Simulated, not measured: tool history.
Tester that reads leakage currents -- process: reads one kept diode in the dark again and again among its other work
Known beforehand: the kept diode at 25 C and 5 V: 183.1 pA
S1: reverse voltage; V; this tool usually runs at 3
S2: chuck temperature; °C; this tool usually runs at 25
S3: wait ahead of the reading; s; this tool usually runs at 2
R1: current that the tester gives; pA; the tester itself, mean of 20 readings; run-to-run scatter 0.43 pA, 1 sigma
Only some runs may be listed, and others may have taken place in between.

Run 1, hour 0: usual settings. Result: R1 143.34 pA.
At hour 132.4: chuck's temperature calibrated.
Run 2, hour 229: usual settings. Result: R1 143.34 pA.
Run 3, hour 453.1: usual settings but S2 42 °C. Result: R1 566.89 pA.
Run 4, hour 700.1: usual settings. Result: R1 143.07 pA.
Run 5, hour 832.7: usual settings but S1 1.11 V. Result: R1 87.96 pA.
Run 6, hour 1048.9: usual settings but S1 1.11 V. Result: R1 88.02 pA.
Run 7, hour 1233.6: usual settings but S1 1.11 V. Result: R1 88.12 pA.
Run 8, hour 1392.1: usual settings but S1 1.11 V. Result: R1 87.73 pA.
At hour 1616.9: probe card cleaned and baked.
Run 9, hour 1634.6: usual settings but S1 1.11 V. Result: R1 88.18 pA.
Run 10, hour 1756: usual settings but S1 1.11 V, S3 1.04 s. Result: R1 88.14 pA.
Run 11, hour 1973.9: usual settings. Result: R1 143.32 pA.
Run 12, hour 2149.6: usual settings. Result: R1 143.43 pA.
Run 13, hour 2282.8: usual settings. Result: R1 142.74 pA.
Run 14, hour 2454.2: usual settings but S1 9.43 V. Result: R1 251.92 pA.
Run 15, hour 2639.4: usual settings but S1 9.43 V, S2 44 °C. Result: R1 1163.37 pA.
Run 16, hour 2746.6: usual settings but S3 0.39 s. Result: R1 145.65 pA.
Run 17, hour 2893.8: usual settings but S3 0.39 s. Result: R1 145.95 pA.
Run 18, hour 3004.2: usual settings but S3 0.39 s. Result: R1 144.34 pA.
Run 19, hour 3196.9: usual settings. Result: R1 143.4 pA.
Run 20, hour 3310.5: usual settings. Result: R1 143.95 pA.
Run 21, hour 3521: usual settings. Result: R1 143.14 pA.
Run 22, hour 3750.8: usual settings. Result: R1 143.62 pA.
At hour 3772.1: tester calibrated.
Run 23, hour 3961.7: usual settings but S2 29 °C, S3 3.95 s. Result: R1 202.07 pA.
Run 24, hour 4117.6: usual settings but S1 19.48 V, S2 27 °C, S3 0.43 s. Result: R1 438.37 pA.
At hour 4236.8: chuck's temperature calibrated.
Run 25, hour 4364.5: usual settings but S2 57 °C, S3 2.45 s. Result: R1 1704.61 pA.
Run 26, hour 4543.6: usual settings but S2 57 °C, S3 2.45 s. Result: R1 1705.27 pA.
Run 27, hour 4772.3: usual settings but S3 0.41 s. Result: R1 145.22 pA.
Run 28, hour 4917: usual settings but S1 4 V. Result: R1 164.79 pA.
Run 29, hour 5118.4: usual settings but S1 4 V. Result: R1 164.49 pA.
Run 30, hour 5246.3: usual settings but S1 2.87 V, S2 30 °C. Result: R1 213.38 pA.
Run 31, hour 5440.7: usual settings but S1 2.87 V, S2 30 °C. Result: R1 213.81 pA.
Run 32, hour 5614.7: usual settings but S1 2.87 V, S2 30 °C, S3 1.97 s. Result: R1 214.36 pA.
Run 33, hour 5838.2: usual settings but S1 2.87 V, S2 30 °C, S3 1.97 s. Result: R1 213.52 pA.
Run 34, hour 6058.7: usual settings but S1 2.87 V, S2 30 °C, S3 1.97 s. Result: R1 212.95 pA.
Run 35, hour 6270.9: usual settings but S1 13.61 V, S2 26 °C, S3 0.39 s. Result: R1 337.69 pA.
Run 36, hour 6392.6: usual settings but S1 1.88 V, S2 22 °C. Result: R1 88.11 pA.
Run 37, hour 6540.8: usual settings but S1 1.96 V, S2 52 °C, S3 1.05 s. Result: R1 970.01 pA.
Run 38, hour 6758.7: usual settings but S1 1.96 V, S2 52 °C, S3 1.05 s. Result: R1 969.51 pA.
Run 39, hour 6978.4: usual settings but S1 1.96 V, S2 52 °C, S3 1.05 s. Result: R1 973.48 pA.

Forecast each of these 4 alternatives for the next run:
Run A, hour 7171.4: usual settings but S1 1.07 V, S2 52 °C, S3 0.92 s. Result: R1 ?.
Run B, hour 7171.4: usual settings but S2 22 °C, S3 0.93 s. Result: R1 ?.
Run C, hour 7171.4: usual settings but S1 1.4 V. Result: R1 ?.
Run D, hour 7171.4: usual settings but S1 4 V, S2 34 °C, S3 1.88 s. Result: R1 ?.

run      R1
  A  719.08
  B  110.92
  C   97.53
  D  347.68
With no hidden state in the tool, these same runs would have given:
run      R1
  A  718.81
  B  110.86
  C   97.48
  D  347.52

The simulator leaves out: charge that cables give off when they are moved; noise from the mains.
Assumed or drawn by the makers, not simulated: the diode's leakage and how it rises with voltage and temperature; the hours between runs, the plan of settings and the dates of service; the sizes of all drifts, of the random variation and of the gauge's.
